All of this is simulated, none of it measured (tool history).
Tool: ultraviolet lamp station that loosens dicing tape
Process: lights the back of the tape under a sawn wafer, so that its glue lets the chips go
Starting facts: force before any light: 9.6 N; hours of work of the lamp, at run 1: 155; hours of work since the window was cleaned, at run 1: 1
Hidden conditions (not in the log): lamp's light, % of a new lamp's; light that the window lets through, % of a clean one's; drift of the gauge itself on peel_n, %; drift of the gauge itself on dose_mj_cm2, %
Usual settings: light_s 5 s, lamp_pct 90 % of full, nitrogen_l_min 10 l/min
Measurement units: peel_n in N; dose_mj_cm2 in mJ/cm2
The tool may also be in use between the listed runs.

run   hour  light_s  lamp_pct  nitrogen_l_min  hours of work of the lamp  hours of work since the window was cleaned  peel_n  dose_mj_cm2
  1      0        5        90              10                        155                                           1   0.439          348
  2   10.2        5        90              10                        160                                           6   0.415          343
  3   18.8        5        90              10                        164                                           9    0.41          345
  4   37.7        5        90              10                        172                                          18   0.442          344
  5   55.5        5        90              10                        180                                          26   0.456          340
  6   69.6        5        90              10                        186                                          32   0.433          340
  7   79.2        5        90              10                        191                                          36   0.451          341
  8   97.3        5        90              10                        199                                          44   0.436          342
  9    116        5        90              10                        207                                          53   0.435          340
 10  124.9        5        90              10                        211                                          57   0.448          346
 11    133        5        90              10                        214                                          60   0.444          341
 12  149.9        5        72              10                        222                                          68   0.788          271
 13  167.9        5        72              10                        230                                          76    0.79          274
 14  181.5        5        72              10                        236                                          82   0.759          268
 15  192.1        5        72              10                        241                                          87   0.814          270
 16  200.3        5        72              10                        244                                          90    0.79          268
 17  211.2        5        90              10                        249                                          95   0.477          338
 18  222.1        5        90              10                        254                                         100    0.47          336
 19  238.7        5        90              10                        262                                         107   0.469          336
 20    256        7        90              10                        269                                         115   0.197          466
 21  270.8        7        90              10                        276                                         122   0.215          471
 22  285.5        7        90              10                        282                                         128   0.209          471
 23  301.3        2        90              10                        289                                         135   2.641          133
 24  319.1        2        90              10                        297                                         143   2.719          133
 25  332.6        2        90              10                        303                                         149   2.627          136
     334.1  -- window cleaned of glue's vapour
 26  347.3        3        90              10                        310                                           6   1.526          195
 27  363.1        5        90              12                        317                                          13   0.453          321
 28  377.7        5        90              12                        323                                          19   0.465          320
 29  394.2        8        67              18                        331                                          27   0.265          390
 30    412        3        84               5                        339                                          35   2.221          178
 31  426.7        3        73              14                        345                                          41   1.933          157
     442.1  -- window cleaned of glue's vapour, once more
 32  444.5        3        90               5                        353                                           1   1.843          200
 33  459.6        3        90              10                        359                                           8   1.433          200
 34  478.1        4        90              10                        368                                          16   0.773          266
 35  493.2        3        79              11                        374                                          23   1.789          180
 36  512.5        3        79              11                        383                                          31   1.749          176
 37  529.6       10        90              14                        391                                          39   0.132          671
 38  546.7       10        90              14                        398                                          47   0.124          658
 39  558.1        3        84               3                        403                                          52   2.476          187
 40  576.7        4        86              10                        412                                          60   0.911          252
 41  593.5        6        90              19                        419                                          67   0.242          396
 42  606.5        5        84               4                        425                                          73   0.922          307

Alternative continuations, all from the tool just after run 42; predict every row:
  A  615.2        5        90              10                        429                                          77       ?            ?
  B  615.2        3        90               4                        429                                          77       ?            ?
  C  615.2        4        68              10                        429                                          77       ?            ?
  D  615.2        8        84              11                        429                                          77       ?            ?
  E  615.2        2        84              15                        429                                          77       ?            ?

run  peel_n  dose_mj_cm2
  A   0.491          325
  B   2.134          193
  C   1.441          198
  D    0.19          486
  E   2.614          125
With no hidden state in the tool, these same runs would have given:
run  peel_n  dose_mj_cm2
  A   0.381          359
  B   1.829          214
  C   1.199          219
  D   0.162          537
  E     2.3          137
